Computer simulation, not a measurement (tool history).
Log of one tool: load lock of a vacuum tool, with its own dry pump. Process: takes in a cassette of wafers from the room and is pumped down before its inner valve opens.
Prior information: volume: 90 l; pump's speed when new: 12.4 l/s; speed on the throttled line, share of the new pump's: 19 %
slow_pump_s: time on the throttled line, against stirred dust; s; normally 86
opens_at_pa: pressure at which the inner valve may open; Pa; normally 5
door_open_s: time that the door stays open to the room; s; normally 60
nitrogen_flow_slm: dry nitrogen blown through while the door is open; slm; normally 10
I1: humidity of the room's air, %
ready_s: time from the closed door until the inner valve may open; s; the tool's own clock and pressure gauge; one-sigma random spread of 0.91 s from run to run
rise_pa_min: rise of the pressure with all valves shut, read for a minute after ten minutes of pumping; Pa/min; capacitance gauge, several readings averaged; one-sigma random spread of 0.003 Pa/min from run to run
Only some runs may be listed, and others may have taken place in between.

Run 1, hour 0: usual settings; I1 46.6. Result: ready_s 145 s, rise_pa_min 0.283 Pa/min.
Run 2, hour 101.7: usual settings; I1 42.2. Result: ready_s 144.2 s, rise_pa_min 0.286 Pa/min.
Run 3, hour 265.6: usual settings but door_open_s 89 s; I1 45.8. Result: ready_s 146.4 s, rise_pa_min 0.307 Pa/min.
Run 4, hour 361.2: usual settings but opens_at_pa 6 Pa; I1 45. Result: ready_s 142.7 s, rise_pa_min 0.293 Pa/min.
Run 5, hour 510.6: usual settings but opens_at_pa 6 Pa; I1 45.6. Result: ready_s 145.6 s, rise_pa_min 0.31 Pa/min.
Run 6, hour 672.3: usual settings but nitrogen_flow_slm 7 slm; I1 45.8. Result: ready_s 145.2 s, rise_pa_min 0.318 Pa/min.
Run 7, hour 791.6: usual settings but nitrogen_flow_slm 7 slm; I1 43.5. Result: ready_s 146.2 s, rise_pa_min 0.324 Pa/min.
Run 8, hour 939: usual settings but nitrogen_flow_slm 7 slm; I1 41.3. Result: ready_s 145.2 s, rise_pa_min 0.347 Pa/min.
Run 9, hour 1019.5: usual settings but nitrogen_flow_slm 7 slm; I1 46.5. Result: ready_s 147 s, rise_pa_min 0.342 Pa/min.
Run 10, hour 1199.2: usual settings but nitrogen_flow_slm 7 slm; I1 42.8. Result: ready_s 145.1 s, rise_pa_min 0.358 Pa/min.
Run 11, hour 1380.1: usual settings but nitrogen_flow_slm 7 slm; I1 45.7. Result: ready_s 146.8 s, rise_pa_min 0.378 Pa/min.
Run 12, hour 1471.3: usual settings but opens_at_pa 6 Pa; I1 46.4. Result: ready_s 145.5 s, rise_pa_min 0.378 Pa/min.
Run 13, hour 1558.5: usual settings but opens_at_pa 6 Pa; I1 44. Result: ready_s 144.8 s, rise_pa_min 0.377 Pa/min.
Run 14, hour 1732.1: usual settings but opens_at_pa 6 Pa; I1 42.4. Result: ready_s 143.5 s, rise_pa_min 0.396 Pa/min.
Run 15, hour 1808.2: usual settings but opens_at_pa 6 Pa; I1 44.3. Result: ready_s 145.4 s, rise_pa_min 0.399 Pa/min.
Run 16, hour 1883.3: usual settings but opens_at_pa 6 Pa, nitrogen_flow_slm 28 slm; I1 46.7. Result: ready_s 145.5 s, rise_pa_min 0.408 Pa/min.
Run 17, hour 1961.5: usual settings; I1 44. Result: ready_s 145.5 s, rise_pa_min 0.409 Pa/min.
Run 18, hour 2117: usual settings; I1 46.1. Result: ready_s 145.8 s, rise_pa_min 0.425 Pa/min.
Run 19, hour 2239.2: usual settings but slow_pump_s 172 s, nitrogen_flow_slm 9 slm; I1 44.4. Result: ready_s 216.9 s, rise_pa_min 0.42 Pa/min.
Run 20, hour 2411.4: usual settings but slow_pump_s 138 s, opens_at_pa 4 Pa, door_open_s 131 s, nitrogen_flow_slm 16 slm; I1 45.1. Result: ready_s 191.4 s, rise_pa_min 0.445 Pa/min.
Run 21, hour 2507: usual settings but slow_pump_s 170 s, opens_at_pa 9 Pa, door_open_s 47 s, nitrogen_flow_slm 4 slm; I1 44.8. Result: ready_s 205.3 s, rise_pa_min 0.446 Pa/min.
Run 22, hour 2598.7: usual settings but slow_pump_s 43 s, door_open_s 43 s, nitrogen_flow_slm 14 slm; I1 45. Result: ready_s 112.3 s, rise_pa_min 0.448 Pa/min.
Run 23, hour 2684: usual settings but slow_pump_s 76 s, opens_at_pa 9 Pa, door_open_s 221 s, nitrogen_flow_slm 39 slm; I1 49.8. Result: ready_s 134 s, rise_pa_min 0.463 Pa/min.
Run 24, hour 2868.7: usual settings but slow_pump_s 76 s, opens_at_pa 9 Pa, door_open_s 221 s, nitrogen_flow_slm 39 slm; I1 40.6. Result: ready_s 133.9 s, rise_pa_min 0.47 Pa/min.
Run 25, hour 3044.8: usual settings but slow_pump_s 46 s, nitrogen_flow_slm 14 slm; I1 48.9. Result: ready_s 113.6 s, rise_pa_min 0.486 Pa/min.
Run 26, hour 3185.9: usual settings but slow_pump_s 46 s, nitrogen_flow_slm 14 slm; I1 47.6. Result: ready_s 114.3 s, rise_pa_min 0.507 Pa/min.
Run 27, hour 3286: usual settings but slow_pump_s 148 s, door_open_s 78 s; I1 46.8. Result: ready_s 196 s, rise_pa_min 0.503 Pa/min.
Run 28, hour 3458.1: usual settings but slow_pump_s 148 s, door_open_s 78 s; I1 44.7. Result: ready_s 196.7 s, rise_pa_min 0.527 Pa/min.
Run 29, hour 3631.2: usual settings but slow_pump_s 148 s, opens_at_pa 9 Pa, door_open_s 73 s, nitrogen_flow_slm 35 slm; I1 44.4. Result: ready_s 192.2 s, rise_pa_min 0.528 Pa/min.
Run 30, hour 3716.3: usual settings but slow_pump_s 148 s, opens_at_pa 9 Pa, door_open_s 73 s, nitrogen_flow_slm 35 slm; I1 44.3. Result: ready_s 190.5 s, rise_pa_min 0.537 Pa/min.
Run 31, hour 3823.3: usual settings but slow_pump_s 104 s, door_open_s 79 s, nitrogen_flow_slm 35 slm; I1 43. Result: ready_s 160.3 s, rise_pa_min 0.537 Pa/min.
Run 32, hour 3955.1: usual settings but slow_pump_s 139 s, opens_at_pa 9 Pa, door_open_s 150 s, nitrogen_flow_slm 32 slm; I1 44.1. Result: ready_s 186.3 s, rise_pa_min 0.552 Pa/min.
Run 33, hour 4126.7: usual settings but slow_pump_s 139 s, opens_at_pa 9 Pa, door_open_s 150 s, nitrogen_flow_slm 32 slm; I1 43.7. Result: ready_s 182.4 s, rise_pa_min 0.58 Pa/min.
Run 34, hour 4247.1: usual settings but slow_pump_s 139 s, opens_at_pa 9 Pa, door_open_s 150 s, nitrogen_flow_slm 32 slm; I1 43.9. Result: ready_s 184.5 s, rise_pa_min 0.577 Pa/min.
Run 35, hour 4419: usual settings but slow_pump_s 139 s, opens_at_pa 9 Pa, door_open_s 150 s, nitrogen_flow_slm 32 slm; I1 45.2. Result: ready_s 185.3 s, rise_pa_min 0.6 Pa/min.
Run 36, hour 4570: usual settings but door_open_s 237 s, nitrogen_flow_slm 20 slm; I1 45.7. Result: ready_s 148.4 s, rise_pa_min 0.618 Pa/min.

Hidden state or all else? Some run-to-run changes of ready_s, split into what the settings, what came in and random variation would give without the hidden state, and what is left for the hidden state (with any gauge scatter that isn't in both results):
Hidden state present: pump's speed, % of a new pump's; leak at the door's seal, Pa l/s; drift of the gauge itself on ready_s, %; drift of the gauge itself on rise_pa_min, %.
Run 18 -> 19: slow_pump_s 86 -> 172, nitrogen_flow_slm 10 -> 9. ready_s +71.1 s: hidden state -0.8, all else +71.9.
Run 21 -> 22: slow_pump_s 170 -> 43, opens_at_pa 9 -> 5, door_open_s 47 -> 43, nitrogen_flow_slm 4 -> 14. ready_s -93 s: hidden state +2, all else -95.
Run 26 -> 27: slow_pump_s 46 -> 148, door_open_s 60 -> 78, nitrogen_flow_slm 14 -> 10. ready_s +81.7 s: hidden state -1.2, all else +82.9.
Run 35 -> 36: slow_pump_s 139 -> 86, opens_at_pa 9 -> 5, door_open_s 150 -> 237, nitrogen_flow_slm 32 -> 20. ready_s -36.9 s: hidden state +1.2, all else -38.1.

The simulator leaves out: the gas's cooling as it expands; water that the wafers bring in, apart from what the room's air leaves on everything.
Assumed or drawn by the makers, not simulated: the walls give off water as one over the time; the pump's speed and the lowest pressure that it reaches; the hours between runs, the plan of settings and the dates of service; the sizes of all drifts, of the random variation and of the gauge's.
